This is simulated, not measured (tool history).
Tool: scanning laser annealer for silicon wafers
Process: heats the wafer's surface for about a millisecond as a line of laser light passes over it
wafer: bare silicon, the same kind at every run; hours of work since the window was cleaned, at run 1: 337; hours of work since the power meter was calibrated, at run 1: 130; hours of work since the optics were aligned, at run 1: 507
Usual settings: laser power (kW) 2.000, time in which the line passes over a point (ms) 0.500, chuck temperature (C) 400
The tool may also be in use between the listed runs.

run	day	laser power (kW)	time in which the line passes over a point (ms)	chuck temperature (C)	hours of work since the window was cleaned	hours of work since the power meter was calibrated	hours of work since the optics were aligned	highest temperature of the surface (C)
1	0.000	2.000	0.500	400	337	130	507	1233
2	1.021	1.912	0.500	400	352	146	523	1198
3	2.058	2.000	0.419	400	368	162	539	1157
4	2.571	2.000	0.419	400	376	170	546	1156
5	3.179	2.000	0.419	400	385	179	556	1151
6	4.183	2.000	0.616	400	400	194	571	1331
7	4.788	2.000	0.500	400	410	203	580	1233
8	5.225	2.000	0.500	400	416	210	587	1232
9	5.683	1.854	0.500	400	423	217	594	1179
10	6.229	2.000	0.500	400	432	225	602	1234
11	6.742	2.000	0.500	400	439	233	610	1233
12	7.746	2.000	0.500	400	455	248	625	1234
13	8.350	2.000	0.500	400	464	257	634	1230
14	9.212	2.000	0.500	400	477	270	647	1235
15	10.175	2.000	0.500	400	492	285	662	1230
16	11.096	2.165	0.383	400	506	299	676	1172
17	11.708	2.165	0.383	400	515	308	685	1172
18	12.650	2.165	0.383	400	529	323	699	1172
19	13.467	2.165	0.383	400	542	335	712	1172

Run 20 comes next. What will it give?
20	14.288	2.165	0.383	400	554	348	724	?

{"run 20": {"highest temperature of the surface (C)": 1171}}
Without the tool's hidden state the same run would have given highest temperature of the surface (C) 1171.
